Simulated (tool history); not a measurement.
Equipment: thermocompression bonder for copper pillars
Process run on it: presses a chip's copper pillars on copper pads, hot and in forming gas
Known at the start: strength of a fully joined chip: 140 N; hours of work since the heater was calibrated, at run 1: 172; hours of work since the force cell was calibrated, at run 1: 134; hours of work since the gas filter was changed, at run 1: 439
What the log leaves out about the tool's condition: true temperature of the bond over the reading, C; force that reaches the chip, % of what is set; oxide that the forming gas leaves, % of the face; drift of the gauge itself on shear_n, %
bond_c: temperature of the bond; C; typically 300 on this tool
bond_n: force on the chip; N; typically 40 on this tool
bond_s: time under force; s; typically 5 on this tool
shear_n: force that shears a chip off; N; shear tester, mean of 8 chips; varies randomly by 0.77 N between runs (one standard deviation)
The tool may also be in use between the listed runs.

| run | hour | bond_c | bond_n | bond_s | hours of work since the heater was calibrated | hours of work since the force cell was calibrated | hours of work since the gas filter was changed | shear_n |
|---|---|---|---|---|---|---|---|---|
| 1 | 0 | 300 | 40 | 5 | 172 | 134 | 439 | 65.8 |
| 2 | 12.2 | 302 | 40 | 5 | 178 | 140 | 445 | 65.9 |
| 3 | 19.5 | 300 | 40 | 3 | 182 | 144 | 449 | 53.8 |
| 4 | 28.2 | 302 | 40 | 5 | 186 | 148 | 454 | 66.5 |
| 5 | 33.6 | 302 | 40 | 5 | 189 | 151 | 456 | 64.8 |
|  | 36 | forming gas filter changed |
| 6 | 43.2 | 302 | 40 | 5 | 194 | 156 | 4 | 66.1 |
| 7 | 51.7 | 300 | 40 | 5 | 198 | 160 | 8 | 63.9 |
| 8 | 58.4 | 300 | 40 | 5 | 201 | 163 | 11 | 63.9 |
| 9 | 63.8 | 300 | 40 | 5 | 204 | 166 | 14 | 65.4 |
| 10 | 75.7 | 300 | 40 | 5 | 210 | 172 | 20 | 62.5 |
| 11 | 81.3 | 300 | 40 | 5 | 213 | 175 | 23 | 64.2 |
| 12 | 93.3 | 300 | 40 | 5 | 219 | 181 | 29 | 64.3 |
| 13 | 106 | 300 | 40 | 5 | 226 | 188 | 36 | 63.5 |
| 14 | 116.8 | 300 | 40 | 5 | 231 | 193 | 41 | 64.2 |
| 15 | 127.9 | 300 | 40 | 5 | 237 | 199 | 47 | 65 |
| 16 | 139.9 | 300 | 40 | 5 | 243 | 205 | 53 | 65.3 |
| 17 | 146.6 | 300 | 40 | 5 | 247 | 209 | 57 | 64.3 |
| 18 | 152.2 | 284 | 55 | 14 | 249 | 211 | 60 | 100.5 |
| 19 | 157.6 | 275 | 34 | 7 | 252 | 214 | 62 | 48.6 |
| 20 | 164.4 | 275 | 34 | 7 | 256 | 218 | 66 | 48.4 |
| 21 | 175.9 | 275 | 34 | 7 | 262 | 224 | 72 | 48.7 |
| 22 | 185.3 | 270 | 26 | 8 | 266 | 228 | 76 | 37.1 |
| 23 | 197.9 | 279 | 32 | 6 | 273 | 235 | 83 | 45 |
| 24 | 210.2 | 326 | 40 | 3 | 279 | 241 | 89 | 65.6 |
| 25 | 220.8 | 300 | 49 | 13 | 285 | 247 | 95 | 102.7 |
| 26 | 230.2 | 286 | 51 | 9 | 289 | 251 | 99 | 86.6 |
| 27 | 236.3 | 278 | 50 | 5 | 293 | 255 | 103 | 64.6 |
| 28 | 244.4 | 278 | 50 | 5 | 297 | 259 | 107 | 63.6 |
| 29 | 251.7 | 290 | 27 | 8 | 300 | 262 | 110 | 47.7 |
| 30 | 262.2 | 290 | 27 | 8 | 306 | 268 | 116 | 46.7 |
| 31 | 268 | 290 | 27 | 8 | 309 | 271 | 119 | 48.2 |
| 32 | 277.3 | 304 | 27 | 6 | 314 | 275 | 124 | 48.6 |
| 33 | 289.3 | 304 | 27 | 4 | 320 | 282 | 130 | 42.1 |

Entry by entry between the runs, the difference in hidden state between the last listed run before and the first listed run after:
In the gap between runs 5 and 6: forming gas filter changed (hour 36)
  oxide that the forming gas leaves, % of the face: 0.76 -> 0.51
